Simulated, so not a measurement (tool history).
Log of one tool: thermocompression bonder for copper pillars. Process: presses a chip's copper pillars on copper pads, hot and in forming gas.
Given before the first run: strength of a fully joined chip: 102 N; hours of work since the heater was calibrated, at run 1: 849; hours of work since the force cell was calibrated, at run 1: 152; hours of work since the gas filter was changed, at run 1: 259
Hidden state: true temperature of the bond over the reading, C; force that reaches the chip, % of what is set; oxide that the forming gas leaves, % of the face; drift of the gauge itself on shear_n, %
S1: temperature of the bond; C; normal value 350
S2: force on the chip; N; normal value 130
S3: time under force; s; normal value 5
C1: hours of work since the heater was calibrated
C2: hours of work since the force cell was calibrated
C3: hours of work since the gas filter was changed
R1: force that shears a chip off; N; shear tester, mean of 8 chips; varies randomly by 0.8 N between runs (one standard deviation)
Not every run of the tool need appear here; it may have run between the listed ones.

run   hour   S1   S2  S3   C1   C2   C3    R1
  1      0  350  130   5  849  152  259  59.5
  2    6.1  350  130   5  853  155  262    59
  3   15.3  350  130   5  857  160  267  60.3
  4   21.7  350  130   5  861  163  271  58.2
  5   26.3  350  130   5  863  165  273  58.2
  6   30.7  350  130   5  865  168  275  59.7
  7   38.2  350  130   5  869  172  279  59.3
  8   46.5  350  130   5  874  176  283  59.2
  9   54.6  350  130   9  878  180  288  70.5
 10   63.8  350  130   9  883  185  292  68.3
 11   72.7  350  130   9  887  190  297  68.9
 12   77.2  350  130   5  890  192  299  57.6
 13     84  350  130   5  893  196  303  57.4
 14   93.7  350  130   5  898  201  308  57.9
 15  103.3  350  130   5  903  206  313  58.2
 16  112.3  335   83  13  908  210  318  49.8
 17  120.3  335   83  13  912  214  322  50.3
     122.4  -- force cell calibrated
 18  131.3  361  135  10  917    5  327  73.9
 19  140.6  356  115   5  922   10  332  56.4
 20  146.2  368  115   5  925   12  335  62.4
 21  154.4  323   92   5  929   17  339  33.9
     161.7  -- forming gas filter changed
 22  162.6  364  183   3  933   21    0  78.7
     170.3  -- force cell calibrated, once more
 23  174.9  348  126   3  939    2    6  54.6
 24  182.4  348  144   6  943    6   10  72.1
 25  188.7  337  120   5  946   10   13  54.7
 26  194.1  358  120   4  949   12   16  59.6
 27  199.4  358  120   4  951   15   19  62.3
 28    208  362   97   5  956   20   23  58.9
 29  216.5  362   97   5  960   24   28  60.1
 30  224.7  350   88   5  965   28   32  50.4

Results for each run, recomputed without the tool's hidden state and with each run's random variation untouched:
run    R1
  1  62.3
  2  61.8
  3  63.3
  4  61.3
  5  61.3
  6  62.8
  7  62.5
  8  62.5
  9  75.3
 10    73
 11  73.8
 12  61.2
 13  61.1
 14  61.8
 15  62.2
 16  52.8
 17  53.3
 18  81.1
 19  60.7
 20  67.7
 21  35.6
 22  75.5
 23  51.1
 24  68.5
 25  51.1
 26  56.4
 27  59.1
 28  55.7
 29  57.1
 30  47.4
